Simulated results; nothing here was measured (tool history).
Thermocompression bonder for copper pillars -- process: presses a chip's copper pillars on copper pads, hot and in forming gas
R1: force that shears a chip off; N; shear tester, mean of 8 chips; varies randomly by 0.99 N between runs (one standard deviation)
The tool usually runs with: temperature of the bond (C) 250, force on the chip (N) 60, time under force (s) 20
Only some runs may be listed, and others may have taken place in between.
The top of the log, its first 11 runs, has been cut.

{"run": 12, "hour": 169.5, "temperature of the bond (C)": 250, "force on the chip (N)": 60, "time under force (s)": 20, "R1": 81.9}
{"run": 13, "hour": 183.3, "temperature of the bond (C)": 250, "force on the chip (N)": 60, "time under force (s)": 20, "R1": 81.2}
{"run": 14, "hour": 203.8, "temperature of the bond (C)": 243, "force on the chip (N)": 60, "time under force (s)": 20, "R1": 78.3}
{"run": 15, "hour": 221.2, "temperature of the bond (C)": 243, "force on the chip (N)": 71, "time under force (s)": 20, "R1": 87.7}
{"run": 16, "hour": 236.4, "temperature of the bond (C)": 243, "force on the chip (N)": 71, "time under force (s)": 20, "R1": 88.3}
{"run": 17, "hour": 254.1, "temperature of the bond (C)": 250, "force on the chip (N)": 60, "time under force (s)": 20, "R1": 81.2}
{"hour": 257.7, "done": "heater calibrated with a thermocouple chip"}
{"run": 18, "hour": 273.7, "temperature of the bond (C)": 250, "force on the chip (N)": 60, "time under force (s)": 20, "R1": 78.4}
{"run": 19, "hour": 291.2, "temperature of the bond (C)": 269, "force on the chip (N)": 60, "time under force (s)": 16, "R1": 86.9}
{"run": 20, "hour": 301.0, "temperature of the bond (C)": 230, "force on the chip (N)": 60, "time under force (s)": 16, "R1": 61.3}
{"run": 21, "hour": 311.1, "temperature of the bond (C)": 250, "force on the chip (N)": 75, "time under force (s)": 16, "R1": 88.3}
{"hour": 314.6, "done": "heater calibrated with a thermocouple chip, once more"}
{"run": 22, "hour": 334.3, "temperature of the bond (C)": 250, "force on the chip (N)": 39, "time under force (s)": 16, "R1": 51.3}
{"run": 23, "hour": 357.6, "temperature of the bond (C)": 237, "force on the chip (N)": 42, "time under force (s)": 22, "R1": 53.9}
{"run": 24, "hour": 379.0, "temperature of the bond (C)": 250, "force on the chip (N)": 42, "time under force (s)": 22, "R1": 61.5}
{"run": 25, "hour": 400.7, "temperature of the bond (C)": 263, "force on the chip (N)": 49, "time under force (s)": 52, "R1": 102.4}
{"run": 26, "hour": 413.4, "temperature of the bond (C)": 272, "force on the chip (N)": 60, "time under force (s)": 14, "R1": 88.8}
{"run": 27, "hour": 432.5, "temperature of the bond (C)": 272, "force on the chip (N)": 60, "time under force (s)": 14, "R1": 86.4}
{"run": 28, "hour": 449.4, "temperature of the bond (C)": 242, "force on the chip (N)": 60, "time under force (s)": 22, "R1": 77.2}
{"run": 29, "hour": 464.0, "temperature of the bond (C)": 242, "force on the chip (N)": 60, "time under force (s)": 22, "R1": 78.8}
{"run": 30, "hour": 487.6, "temperature of the bond (C)": 272, "force on the chip (N)": 60, "time under force (s)": 12, "R1": 80.8}
{"run": 31, "hour": 501.5, "temperature of the bond (C)": 272, "force on the chip (N)": 60, "time under force (s)": 12, "R1": 82.2}
{"run": 32, "hour": 511.1, "temperature of the bond (C)": 272, "force on the chip (N)": 60, "time under force (s)": 12, "R1": 81.5}
{"run": 33, "hour": 529.3, "temperature of the bond (C)": 268, "force on the chip (N)": 65, "time under force (s)": 12, "R1": 84.7}
{"run": 34, "hour": 542.6, "temperature of the bond (C)": 267, "force on the chip (N)": 65, "time under force (s)": 28, "R1": 104.9}
{"run": 35, "hour": 554.5, "temperature of the bond (C)": 267, "force on the chip (N)": 65, "time under force (s)": 28, "R1": 101.7}
{"run": 36, "hour": 567.7, "temperature of the bond (C)": 267, "force on the chip (N)": 65, "time under force (s)": 41, "R1": 111.0}

Consider 3 possible next runs. They are alternatives, not a sequence: every one starts from the tool as it was left by run 36. What does each give?
{"run": "A", "hour": 585.8, "temperature of the bond (C)": 250, "force on the chip (N)": 43, "time under force (s)": 20, "R1": "?"}
{"run": "B", "hour": 585.8, "temperature of the bond (C)": 266, "force on the chip (N)": 69, "time under force (s)": 45, "R1": "?"}
{"run": "C", "hour": 585.8, "temperature of the bond (C)": 250, "force on the chip (N)": 60, "time under force (s)": 16, "R1": "?"}

run=A R1=59.6
run=B R1=115.5
run=C R1=74.3
Without the tool's hidden state the same runs would have given:
run=A R1=63.9
run=B R1=120.3
run=C R1=79.3

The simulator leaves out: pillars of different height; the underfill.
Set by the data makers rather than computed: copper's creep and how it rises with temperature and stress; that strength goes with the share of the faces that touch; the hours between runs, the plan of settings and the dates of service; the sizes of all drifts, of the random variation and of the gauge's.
